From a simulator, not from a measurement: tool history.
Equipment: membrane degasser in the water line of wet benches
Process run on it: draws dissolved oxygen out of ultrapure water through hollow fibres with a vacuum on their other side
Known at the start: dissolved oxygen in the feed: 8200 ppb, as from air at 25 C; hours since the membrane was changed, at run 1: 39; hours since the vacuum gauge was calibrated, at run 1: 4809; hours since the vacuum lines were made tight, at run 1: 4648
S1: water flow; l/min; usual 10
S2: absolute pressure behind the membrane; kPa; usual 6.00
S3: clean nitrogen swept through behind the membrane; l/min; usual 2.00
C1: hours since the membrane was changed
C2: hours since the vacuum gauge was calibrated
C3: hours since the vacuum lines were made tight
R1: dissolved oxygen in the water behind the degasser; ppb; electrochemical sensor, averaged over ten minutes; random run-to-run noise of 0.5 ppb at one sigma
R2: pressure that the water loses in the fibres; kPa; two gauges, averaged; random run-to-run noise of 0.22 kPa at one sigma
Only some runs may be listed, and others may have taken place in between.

run   hour  S1     S2    S3   C1    C2    C3     R1     R2
  1    0.0  10   6.00  2.00   39  4809  4648   47.7  54.15
  2   23.9  10   6.00  2.00   63  4833  4671   48.2  54.03
  3   53.5  10   6.00  2.00   93  4863  4701   47.5  53.87
  4   94.3   7   6.00  2.00  133  4903  4742   29.4  37.94
  5  137.9   7   6.00  2.00  177  4947  4785   29.3  38.08
  6  172.4  10   6.00  2.00  212  4981  4820   48.5  54.46
  7  212.5  12   6.00  2.00  252  5021  4860   63.4  65.33
  8  268.9  12   6.00  2.00  308  5078  4916   63.1  65.32
  9  304.8   6   9.26  2.62  344  5114  4952   38.0  32.56
 10  343.6   6   9.26  2.62  383  5153  4991   38.8  32.61
 11  397.3  11  10.18  2.00  436  5206  5045  112.8  60.11
 12  430.8  10   5.93  3.18  470  5240  5078   33.7  54.28
 13  461.8   9  12.49  2.00  501  5271  5109  113.9  49.10
 14  505.1   9   7.88  0.86  544  5314  5153  130.3  48.89
 15  556.8  10   5.20  3.63  596  5366  5204   26.6  54.11

Each row is a separate what-if for the run after 15, all from the same tool condition, not one after another. Results?
  A  585.7  10   9.98  2.00  625  5395  5233   ?   ?
  B  585.7  10   5.20  1.57  625  5395  5233   ?   ?
  C  585.7  14  11.48  3.63  625  5395  5233   ?   ?
  D  585.7  10   5.20  1.17  625  5395  5233   ?   ?

run     R1     R2
  A   98.0  54.46
  B   45.5  54.59
  C  113.6  76.48
  D   57.1  54.41
What these runs would have given with no unlogged condition in the tool:
run     R1     R2
  A   92.8  54.21
  B   41.3  54.34
  C  109.3  76.13
  D   51.7  54.16
